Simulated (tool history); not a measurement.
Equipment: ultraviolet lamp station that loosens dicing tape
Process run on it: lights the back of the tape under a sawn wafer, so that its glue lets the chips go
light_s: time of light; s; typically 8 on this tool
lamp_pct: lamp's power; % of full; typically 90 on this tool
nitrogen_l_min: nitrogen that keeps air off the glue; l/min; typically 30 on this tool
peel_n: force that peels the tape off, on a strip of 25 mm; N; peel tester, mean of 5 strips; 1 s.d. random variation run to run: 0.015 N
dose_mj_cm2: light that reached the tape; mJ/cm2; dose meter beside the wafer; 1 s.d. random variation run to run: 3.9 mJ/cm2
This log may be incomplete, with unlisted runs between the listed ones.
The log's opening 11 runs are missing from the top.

run,hour,light_s,lamp_pct,nitrogen_l_min,hours of work of the lamp,hours of work since the window was cleaned,peel_n,dose_mj_cm2
12,328.7,8,90,30,357,58,0.797,619
13,366.8,8,90,30,387,88,0.798,614
14,398.5,8,90,30,412,113,0.822,606
15,426.8,8,90,30,435,136,0.83,600
16,467.6,8,90,30,467,168,0.875,595
17,495.4,5,90,17,489,190,2.153,364
18,526.4,8,86,36,514,215,0.871,551
19,554.5,8,86,36,536,237,0.868,548
20,577.6,5,72,19,555,255,2.736,283
21,614.6,5,72,19,584,285,2.726,281
22,635.5,5,72,19,601,301,2.801,281
23,657.9,5,72,19,618,319,2.784,280
24,690.7,10,76,28,644,345,0.916,574
25,732.5,10,85,28,678,378,0.787,641
26,754.2,10,85,28,695,396,0.797,634
27,773.8,14,84,28,710,411,0.43,863
28,794.6,4,84,12,727,428,3.334,246
29,822.6,9,68,37,749,450,1.217,445
30,840.6,8,90,16,764,464,1.524,519
31,858.4,8,90,16,778,478,1.508,513
32,896.4,8,90,16,808,509,1.522,510

Here are 5 independent what-if runs from the current tool condition. What would each one return?
A,929.3,7,65,16,834,535,?,?
B,929.3,12,91,16,834,535,?,?
C,929.3,14,90,16,834,535,?,?
D,929.3,8,83,16,834,535,?,?
E,929.3,8,74,16,834,535,?,?

run,peel_n,dose_mj_cm2
A,2.545,316
B,0.838,759
C,0.621,875
D,1.734,459
E,1.976,416
Take away the tool's hidden state, keep each run's random variation, and the runs would have read:
run,peel_n,dose_mj_cm2
A,1.891,424
B,0.492,1018
C,0.365,1172
D,1.151,616
E,1.36,557
